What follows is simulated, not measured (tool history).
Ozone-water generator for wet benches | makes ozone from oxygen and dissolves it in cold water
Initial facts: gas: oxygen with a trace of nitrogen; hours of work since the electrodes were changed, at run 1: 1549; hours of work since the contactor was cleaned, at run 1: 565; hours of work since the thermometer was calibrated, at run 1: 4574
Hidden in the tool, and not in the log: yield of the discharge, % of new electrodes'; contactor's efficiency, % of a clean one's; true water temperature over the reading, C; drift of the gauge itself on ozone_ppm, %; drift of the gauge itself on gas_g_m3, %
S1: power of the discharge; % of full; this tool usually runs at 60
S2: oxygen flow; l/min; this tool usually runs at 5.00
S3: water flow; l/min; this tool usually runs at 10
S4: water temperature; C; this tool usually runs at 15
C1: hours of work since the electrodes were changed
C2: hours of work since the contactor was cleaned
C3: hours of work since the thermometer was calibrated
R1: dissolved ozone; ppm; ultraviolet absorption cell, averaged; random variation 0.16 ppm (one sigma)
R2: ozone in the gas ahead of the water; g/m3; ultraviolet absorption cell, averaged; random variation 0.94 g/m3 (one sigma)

Run 1, hour 0.0: usual settings; C1 1549; C2 565; C3 4574. Result: R1 19.7 ppm, R2 160.4 g/m3.
Run 2, hour 112.2: usual settings but S2 5.55 l/min; C1 1661; C2 677; C3 4685. Result: R1 20.1 ppm, R2 154.7 g/m3.
Run 3, hour 274.6: usual settings but S2 5.55 l/min; C1 1822; C2 838; C3 4847. Result: R1 20.3 ppm, R2 154.3 g/m3.
At hour 329.0: water thermometer calibrated.
Run 4, hour 393.4: usual settings but S2 5.55 l/min; C1 1939; C2 956; C3 64. Result: R1 19.9 ppm, R2 155.0 g/m3.
Run 5, hour 553.0: usual settings but S2 5.55 l/min; C1 2098; C2 1114; C3 222. Result: R1 20.1 ppm, R2 155.9 g/m3.
Run 6, hour 671.0: usual settings but S2 7.58 l/min; C1 2215; C2 1231; C3 340. Result: R1 20.2 ppm, R2 139.8 g/m3.
Run 7, hour 862.4: usual settings but S2 7.58 l/min; C1 2405; C2 1421; C3 530. Result: R1 20.3 ppm, R2 140.6 g/m3.
Run 8, hour 1047.3: usual settings but S2 7.58 l/min; C1 2589; C2 1605; C3 713. Result: R1 20.1 ppm, R2 140.5 g/m3.
Run 9, hour 1222.4: usual settings but S2 7.58 l/min; C1 2762; C2 1779; C3 887. Result: R1 20.2 ppm, R2 138.4 g/m3.
Run 10, hour 1316.7: usual settings but S3 6 l/min; C1 2856; C2 1872; C3 981. Result: R1 29.4 ppm, R2 162.0 g/m3.
Run 11, hour 1492.1: usual settings but S3 6 l/min; C1 3030; C2 2046; C3 1155. Result: R1 29.7 ppm, R2 160.2 g/m3.
Run 12, hour 1643.2: usual settings but S2 4.40 l/min; C1 3180; C2 2197; C3 1305. Result: R1 19.5 ppm, R2 167.6 g/m3.
Run 13, hour 1791.4: usual settings; C1 3327; C2 2344; C3 1452. Result: R1 19.8 ppm, R2 159.2 g/m3.
Run 14, hour 1968.9: usual settings; C1 3504; C2 2520; C3 1628. Result: R1 19.7 ppm, R2 159.6 g/m3.
Run 15, hour 2185.6: usual settings; C1 3719; C2 2735; C3 1843. Result: R1 19.9 ppm, R2 159.6 g/m3.
Run 16, hour 2353.1: usual settings but S1 69 % of full, S2 3.52 l/min, S3 8 l/min, S4 8 C; C1 3885; C2 2901; C3 2010. Result: R1 29.8 ppm, R2 202.6 g/m3.
Run 17, hour 2472.4: usual settings but S1 69 % of full, S2 3.52 l/min, S3 8 l/min, S4 19 C; C1 4004; C2 3020; C3 2128. Result: R1 24.6 ppm, R2 200.0 g/m3.
Run 18, hour 2670.3: usual settings but S1 69 % of full, S2 3.52 l/min, S3 8 l/min, S4 10 C; C1 4200; C2 3216; C3 2325. Result: R1 28.4 ppm, R2 200.9 g/m3.
Run 19, hour 2872.1: usual settings but S2 3.84 l/min, S3 9 l/min; C1 4400; C2 3417; C3 2525. Result: R1 21.2 ppm, R2 175.5 g/m3.
Run 20, hour 3002.8: usual settings but S1 61 % of full, S3 8 l/min; C1 4530; C2 3546; C3 2655. Result: R1 24.1 ppm, R2 162.6 g/m3.
Run 21, hour 3195.8: usual settings but S1 61 % of full, S3 8 l/min, S4 11 C; C1 4722; C2 3738; C3 2846. Result: R1 26.4 ppm, R2 162.4 g/m3.
Run 22, hour 3381.3: usual settings but S1 61 % of full, S2 7.72 l/min, S3 8 l/min, S4 18 C; C1 4906; C2 3922; C3 3031. Result: R1 22.6 ppm, R2 141.1 g/m3.
Run 23, hour 3547.9: usual settings but S1 78 % of full, S2 8.42 l/min, S3 8 l/min, S4 17 C; C1 5071; C2 4088; C3 3196. Result: R1 28.1 ppm, R2 167.9 g/m3.
Run 24, hour 3738.0: usual settings but S2 5.41 l/min, S3 14 l/min, S4 10 C; C1 5260; C2 4276; C3 3385. Result: R1 15.6 ppm, R2 155.1 g/m3.
Run 25, hour 3828.8: usual settings but S2 5.41 l/min, S3 14 l/min, S4 10 C; C1 5350; C2 4367; C3 3475. Result: R1 15.8 ppm, R2 154.3 g/m3.
Run 26, hour 3961.4: usual settings but S2 3.97 l/min, S3 7 l/min; C1 5482; C2 4498; C3 3607. Result: R1 26.4 ppm, R2 172.1 g/m3.
At hour 4053.4: contactor cleaned.
Run 27, hour 4098.4: usual settings but S1 40 % of full, S2 6.78 l/min, S3 7 l/min; C1 5614; C2 45; C3 3739. Result: R1 18.4 ppm, R2 102.9 g/m3.
Run 28, hour 4285.8: usual settings but S1 77 % of full, S2 6.78 l/min, S3 7 l/min; C1 5800; C2 231; C3 3925. Result: R1 32.5 ppm, R2 178.9 g/m3.
Run 29, hour 4386.3: usual settings but S1 77 % of full, S2 6.78 l/min, S3 7 l/min; C1 5900; C2 331; C3 4025. Result: R1 32.5 ppm, R2 179.0 g/m3.

Forecast each of these 4 alternatives for the next run:
Run A, hour 4601.1: usual settings but S1 77 % of full, S2 5.24 l/min, S3 7 l/min; C1 6113; C2 544; C3 4238. Result: R1 ?, R2 ?.
Run B, hour 4601.1: usual settings but S1 66 % of full; C1 6113; C2 544; C3 4238. Result: R1 ?, R2 ?.
Run C, hour 4601.1: usual settings but S1 77 % of full, S2 6.78 l/min, S3 14 l/min; C1 6113; C2 544; C3 4238. Result: R1 ?, R2 ?.
Run D, hour 4601.1: usual settings but S1 66 % of full, S2 6.78 l/min, S3 7 l/min, S4 11 C; C1 6113; C2 544; C3 4238. Result: R1 ?, R2 ?.

run    R1     R2
  A  32.9  194.5
  B  21.6  172.8
  C  18.4  179.3
  D  31.5  157.6
Had the tool no hidden state, the same runs would have come out as:
run    R1     R2
  A  33.0  195.0
  B  21.7  173.2
  C  18.5  179.8
  D  31.5  158.0

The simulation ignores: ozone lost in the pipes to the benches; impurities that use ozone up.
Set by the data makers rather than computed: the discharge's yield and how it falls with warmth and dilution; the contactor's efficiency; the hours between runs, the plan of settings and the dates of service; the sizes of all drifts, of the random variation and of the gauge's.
